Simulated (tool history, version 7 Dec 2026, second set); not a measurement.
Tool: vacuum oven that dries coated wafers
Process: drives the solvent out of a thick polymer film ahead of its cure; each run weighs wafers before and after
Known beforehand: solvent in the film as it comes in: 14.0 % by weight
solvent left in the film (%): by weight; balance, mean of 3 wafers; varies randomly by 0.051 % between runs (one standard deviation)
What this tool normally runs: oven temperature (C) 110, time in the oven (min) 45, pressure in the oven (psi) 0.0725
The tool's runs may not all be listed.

Run 1, hour 0: usual settings. Result: solvent left in the film (%) 0.98.
Run 2, hour 69.6: usual settings but time in the oven (min) 34. Result: solvent left in the film (%) 1.65.
Run 3, hour 131.9: usual settings but time in the oven (min) 34. Result: solvent left in the film (%) 1.65.
Run 4, hour 207.3: usual settings but time in the oven (min) 34. Result: solvent left in the film (%) 1.51.
Run 5, hour 249.5: usual settings but time in the oven (min) 34. Result: solvent left in the film (%) 1.65.
Run 6, hour 286.7: usual settings but time in the oven (min) 55. Result: solvent left in the film (%) 0.73.
Run 7, hour 358.3: usual settings but time in the oven (min) 68. Result: solvent left in the film (%) 0.56.
Run 8, hour 402.3: usual settings but time in the oven (min) 68. Result: solvent left in the film (%) 0.51.
Run 9, hour 463.5: usual settings but oven temperature (C) 124, pressure in the oven (psi) 0.1572. Result: solvent left in the film (%) 0.47.
Run 10, hour 539: usual settings but time in the oven (min) 40, pressure in the oven (psi) 0.0641. Result: solvent left in the film (%) 1.14.
Run 11, hour 590.4: usual settings but oven temperature (C) 125, time in the oven (min) 51, pressure in the oven (psi) 0.1078. Result: solvent left in the film (%) 0.43.
Run 12, hour 667.3: usual settings but oven temperature (C) 125, time in the oven (min) 51, pressure in the oven (psi) 0.1078. Result: solvent left in the film (%) 0.36.
Run 13, hour 750.5: usual settings but oven temperature (C) 113, time in the oven (min) 54, pressure in the oven (psi) 0.1666. Result: solvent left in the film (%) 0.91.
Run 14, hour 815.7: usual settings but oven temperature (C) 113, time in the oven (min) 34, pressure in the oven (psi) 0.1666. Result: solvent left in the film (%) 1.56.
Run 15, hour 888.9: usual settings but oven temperature (C) 113, time in the oven (min) 34, pressure in the oven (psi) 0.1666. Result: solvent left in the film (%) 1.59.
Run 16, hour 964.1: usual settings but pressure in the oven (psi) 0.1482. Result: solvent left in the film (%) 1.42.

Branching from run 16: 4 alternative next runs. What would each branch give?
Run A, hour 1022.9: usual settings but oven temperature (C) 108, time in the oven (min) 30. Result: solvent left in the film (%) ?.
Run B, hour 1022.9: usual settings but oven temperature (C) 112, time in the oven (min) 27, pressure in the oven (psi) 0.2186. Result: solvent left in the film (%) ?.
Run C, hour 1022.9: usual settings but oven temperature (C) 109, time in the oven (min) 24. Result: solvent left in the film (%) ?.
Run D, hour 1022.9: usual settings but oven temperature (C) 122, time in the oven (min) 30. Result: solvent left in the film (%) ?.

run  solvent left in the film (%)
  A                          2.36
  B                          2.63
  C                          3.01
  D                          0.55
Without the tool's hidden state the same runs would have given:
run  solvent left in the film (%)
  A                          2.32
  B                           2.6
  C                          2.97
  D                          0.52

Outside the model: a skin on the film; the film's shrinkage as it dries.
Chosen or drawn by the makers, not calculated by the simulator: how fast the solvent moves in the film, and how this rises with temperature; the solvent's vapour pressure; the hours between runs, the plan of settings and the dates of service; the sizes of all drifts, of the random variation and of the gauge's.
